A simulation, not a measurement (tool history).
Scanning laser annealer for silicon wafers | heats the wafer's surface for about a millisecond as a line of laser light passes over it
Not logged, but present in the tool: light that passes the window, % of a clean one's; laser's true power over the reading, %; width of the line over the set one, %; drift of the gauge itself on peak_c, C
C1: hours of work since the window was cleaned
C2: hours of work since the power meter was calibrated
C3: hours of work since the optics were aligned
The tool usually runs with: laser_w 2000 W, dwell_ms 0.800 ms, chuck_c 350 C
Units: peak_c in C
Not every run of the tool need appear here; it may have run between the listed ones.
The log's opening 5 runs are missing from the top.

Run 6, hour 169.6: usual settings but dwell_ms 0.661 ms; C1 259; C2 524; C3 826. Result: peak_c 994 C.
Run 7, hour 197.0: usual settings but dwell_ms 0.661 ms; C1 272; C2 538; C3 840. Result: peak_c 997 C.
Run 8, hour 233.1: usual settings but dwell_ms 0.661 ms; C1 290; C2 556; C3 858. Result: peak_c 994 C.
Run 9, hour 261.2: usual settings but dwell_ms 0.704 ms; C1 304; C2 570; C3 872. Result: peak_c 1015 C.
Run 10, hour 306.3: usual settings but dwell_ms 0.704 ms; C1 327; C2 593; C3 894. Result: peak_c 1015 C.
Run 11, hour 339.8: usual settings but dwell_ms 0.704 ms; C1 343; C2 609; C3 911. Result: peak_c 1012 C.
Run 12, hour 361.2: usual settings but dwell_ms 0.704 ms; C1 354; C2 620; C3 921. Result: peak_c 1014 C.
At hour 378.8: window over the wafer cleaned.
At hour 399.1: optics aligned, line set to its width.
Run 13, hour 399.2: usual settings but dwell_ms 0.704 ms; C1 8; C2 635; C3 0. Result: peak_c 1012 C.
Run 14, hour 424.9: usual settings but laser_w 2155 W; C1 20; C2 648; C3 13. Result: peak_c 1130 C.
Run 15, hour 454.0: usual settings but laser_w 2155 W; C1 35; C2 663; C3 27. Result: peak_c 1127 C.
Run 16, hour 487.3: usual settings but laser_w 2155 W; C1 52; C2 679; C3 44. Result: peak_c 1126 C.
Run 17, hour 513.0: usual settings but laser_w 2155 W; C1 64; C2 692; C3 57. Result: peak_c 1128 C.
Run 18, hour 536.6: usual settings but laser_w 2155 W, chuck_c 351 C; C1 76; C2 704; C3 69. Result: peak_c 1125 C.
Run 19, hour 581.5: usual settings but laser_w 1948 W; C1 98; C2 726; C3 91. Result: peak_c 1029 C.
Run 20, hour 607.7: usual settings but laser_w 1948 W; C1 112; C2 739; C3 104. Result: peak_c 1032 C.
Run 21, hour 650.6: usual settings but laser_w 1948 W; C1 133; C2 761; C3 125. Result: peak_c 1029 C.
At hour 660.4: window over the wafer cleaned, once more.
Run 22, hour 672.5: usual settings but laser_w 1948 W; C1 6; C2 771; C3 135. Result: peak_c 1066 C.
Run 23, hour 693.7: usual settings but laser_w 1948 W; C1 17; C2 781; C3 146. Result: peak_c 1065 C.
Run 24, hour 737.9: usual settings but laser_w 1948 W; C1 39; C2 803; C3 168. Result: peak_c 1064 C.
Run 25, hour 786.5: usual settings but laser_w 1948 W; C1 63; C2 827; C3 192. Result: peak_c 1060 C.
Run 26, hour 832.9: usual settings but laser_w 1948 W, chuck_c 371 C; C1 86; C2 851; C3 215. Result: peak_c 1085 C.
Run 27, hour 858.4: usual settings but laser_w 1948 W, chuck_c 371 C; C1 99; C2 863; C3 228. Result: peak_c 1083 C.

Predict the results of run 28:
Run 28, hour 886.4: usual settings but laser_w 1948 W, chuck_c 371 C; C1 113; C2 877; C3 242. Result: peak_c ?.

{"run 28": {"peak_c": 1081}}
Had the tool carried no hidden state, the very same run would have given peak_c 1091 C.

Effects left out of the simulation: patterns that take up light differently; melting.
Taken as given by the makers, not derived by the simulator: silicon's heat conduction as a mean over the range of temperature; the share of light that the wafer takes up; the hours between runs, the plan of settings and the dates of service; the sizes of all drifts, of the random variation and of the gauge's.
